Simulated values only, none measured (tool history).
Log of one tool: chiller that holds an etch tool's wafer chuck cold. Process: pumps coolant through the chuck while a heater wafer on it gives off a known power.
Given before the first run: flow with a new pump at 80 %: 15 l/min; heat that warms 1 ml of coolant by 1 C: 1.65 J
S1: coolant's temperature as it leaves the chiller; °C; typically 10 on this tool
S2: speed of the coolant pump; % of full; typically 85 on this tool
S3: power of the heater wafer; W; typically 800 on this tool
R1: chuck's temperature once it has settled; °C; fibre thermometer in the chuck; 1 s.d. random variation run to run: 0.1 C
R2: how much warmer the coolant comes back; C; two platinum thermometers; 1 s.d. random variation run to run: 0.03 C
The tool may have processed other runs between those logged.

{"run": 1, "hour": 0.0, "S1": 10, "S2": 85, "S3": 800, "R1": 16.6, "R2": 1.76}
{"run": 2, "hour": 133.0, "S1": 10, "S2": 85, "S3": 800, "R1": 16.7, "R2": 1.77}
{"run": 3, "hour": 239.5, "S1": 10, "S2": 85, "S3": 800, "R1": 16.6, "R2": 1.81}
{"run": 4, "hour": 351.7, "S1": 10, "S2": 85, "S3": 800, "R1": 16.6, "R2": 1.76}
{"run": 5, "hour": 419.8, "S1": 2, "S2": 85, "S3": 800, "R1": 8.7, "R2": 1.82}
{"run": 6, "hour": 555.5, "S1": 2, "S2": 85, "S3": 800, "R1": 8.6, "R2": 1.83}
{"run": 7, "hour": 641.8, "S1": 2, "S2": 85, "S3": 800, "R1": 8.6, "R2": 1.84}
{"run": 8, "hour": 732.3, "S1": 2, "S2": 85, "S3": 800, "R1": 8.7, "R2": 1.78}
{"run": 9, "hour": 835.1, "S1": 2, "S2": 85, "S3": 800, "R1": 8.7, "R2": 1.79}
{"run": 10, "hour": 997.1, "S1": 2, "S2": 85, "S3": 800, "R1": 8.9, "R2": 1.78}
{"run": 11, "hour": 1107.2, "S1": 2, "S2": 85, "S3": 800, "R1": 8.6, "R2": 1.86}
{"run": 12, "hour": 1244.8, "S1": 2, "S2": 85, "S3": 800, "R1": 8.7, "R2": 1.82}
{"run": 13, "hour": 1353.6, "S1": 2, "S2": 85, "S3": 800, "R1": 8.5, "R2": 1.87}
{"run": 14, "hour": 1454.3, "S1": 2, "S2": 74, "S3": 800, "R1": 9.7, "R2": 2.15}
{"run": 15, "hour": 1588.9, "S1": 2, "S2": 84, "S3": 1093, "R1": 11.3, "R2": 2.5}
{"run": 16, "hour": 1699.9, "S1": 8, "S2": 62, "S3": 1093, "R1": 20.3, "R2": 3.53}
{"run": 17, "hour": 1768.2, "S1": 8, "S2": 61, "S3": 778, "R1": 16.9, "R2": 2.59}
{"run": 18, "hour": 1845.3, "S1": 8, "S2": 61, "S3": 778, "R1": 16.9, "R2": 2.54}
{"hour": 1954.4, "done": "coolant changed, channels flushed"}
{"run": 19, "hour": 1996.0, "S1": 8, "S2": 61, "S3": 778, "R1": 16.9, "R2": 2.56}
{"run": 20, "hour": 2079.9, "S1": 8, "S2": 61, "S3": 778, "R1": 16.7, "R2": 2.5}
{"hour": 2123.1, "done": "chiller's thermometer calibrated"}
{"run": 21, "hour": 2193.2, "S1": 8, "S2": 61, "S3": 778, "R1": 16.8, "R2": 2.52}
{"run": 22, "hour": 2291.1, "S1": 8, "S2": 61, "S3": 778, "R1": 16.8, "R2": 2.54}
{"run": 23, "hour": 2377.5, "S1": 8, "S2": 96, "S3": 757, "R1": 13.7, "R2": 1.49}
{"run": 24, "hour": 2534.3, "S1": 11, "S2": 85, "S3": 800, "R1": 17.5, "R2": 1.81}
{"run": 25, "hour": 2633.1, "S1": 11, "S2": 85, "S3": 800, "R1": 17.7, "R2": 1.8}
{"run": 26, "hour": 2795.2, "S1": 18, "S2": 62, "S3": 800, "R1": 27.1, "R2": 2.61}
{"run": 27, "hour": 2930.7, "S1": 18, "S2": 62, "S3": 800, "R1": 27, "R2": 2.54}
{"run": 28, "hour": 3018.4, "S1": 18, "S2": 62, "S3": 800, "R1": 26.9, "R2": 2.58}

What if the next run were any one of these 4? Each begins from the tool's condition after run 28:
{"run": "A", "hour": 3093.5, "S1": 14, "S2": 79, "S3": 594, "R1": "?", "R2": "?"}
{"run": "B", "hour": 3093.5, "S1": 15, "S2": 79, "S3": 645, "R1": "?", "R2": "?"}
{"run": "C", "hour": 3093.5, "S1": 17, "S2": 92, "S3": 719, "R1": "?", "R2": "?"}
{"run": "D", "hour": 3093.5, "S1": 7, "S2": 62, "S3": 487, "R1": "?", "R2": "?"}

run=A R1=19.2 R2=1.45
run=B R1=20.7 R2=1.55
run=C R1=22.5 R2=1.53
run=D R1=12.4 R2=1.58
What these runs would have given with no unlogged condition in the tool:
run=A R1=19.2 R2=1.44
run=B R1=20.7 R2=1.54
run=C R1=22.5 R2=1.52
run=D R1=12.4 R2=1.57

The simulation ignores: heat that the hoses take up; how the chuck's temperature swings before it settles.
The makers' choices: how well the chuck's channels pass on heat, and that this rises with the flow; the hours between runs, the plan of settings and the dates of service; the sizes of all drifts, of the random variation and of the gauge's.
